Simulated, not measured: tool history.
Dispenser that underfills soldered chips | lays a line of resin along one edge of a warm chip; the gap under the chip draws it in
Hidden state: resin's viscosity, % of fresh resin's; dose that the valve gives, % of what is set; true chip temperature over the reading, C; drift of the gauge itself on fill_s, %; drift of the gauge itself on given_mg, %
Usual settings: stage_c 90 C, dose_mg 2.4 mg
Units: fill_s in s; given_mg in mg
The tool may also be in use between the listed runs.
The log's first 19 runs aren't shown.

run   hour  stage_c  dose_mg  hours of work since the syringe was changed  hours of work since the valve was cleaned  hours of work since the stage was calibrated  fill_s  given_mg
     158.1  -- dispensing valve cleaned and set on the balance
 20  160.5      103     3.01                                            9                                          2                                           248      46     3.017
     162.5  -- new syringe of resin
 21  169.3      103     3.01                                            5                                          8                                           254    39.6      2.98
 22  174.5       84     3.01                                            9                                         12                                           258   113.5     2.987
     176.7  -- new syringe of resin
 23  181.3      105     2.39                                            3                                         17                                           263    34.1     2.353
 24  190.2      102     2.51                                           10                                         24                                           270    52.4     2.458
     191.5  -- new syringe of resin
 25  196.5      104     2.19                                            4                                         28                                           274    35.3     2.131
     205.4  -- new syringe of resin
 26    207      104     2.47                                            1                                         36                                           282    32.5      2.39
 27  215.6       91     2.56                                            8                                         43                                           288    75.3     2.476
     219.7  -- new syringe of resin
 28    223       93      2.1                                            2                                         48                                           294    56.9     2.013
 29  228.7       90     2.47                                            7                                         52                                           298      75     2.339
     233.7  -- new syringe of resin
 30  235.8       93     2.82                                            2                                         58                                           303    52.5     2.679
 31  245.4       79     2.14                                            9                                         65                                           311   145.4     2.031
     247.6  -- new syringe of resin
 32  252.7       81     2.42                                            4                                         70                                           316   104.8     2.261
     255.1  -- dispensing valve cleaned and set on the balance
 33  261.9       90     2.87                                           10                                          5                                           322    88.3     2.863
     262.7  -- new syringe of resin
 34  268.3       86     2.09                                            4                                         10                                           327    86.6      2.06
 35  272.7       94     2.65                                            8                                         13                                           330    65.3     2.608

4 ways to go on from here, each from the tool as it stands after run 35. What would each give?
     276.6  -- new syringe of resin
  A  279.2       94     2.91                                            2                                         18                                           335       ?         ?
     276.6  -- new syringe of resin
  B  279.2       80     2.27                                            2                                         18                                           335       ?         ?
     276.6  -- new syringe of resin
  C  279.2       90     2.53                                            2                                         18                                           335       ?         ?
     276.6  -- new syringe of resin
  D  279.2       92     2.32                                            2                                         18                                           335       ?         ?

run  fill_s  given_mg
  A    51.2     2.849
  B    99.1     2.224
  C    61.5     2.481
  D    57.4     2.266
Without the tool's hidden state the same runs would have given:
run  fill_s  given_mg
  A    48.1     2.902
  B      93     2.265
  C    57.7     2.527
  D    53.8     2.308
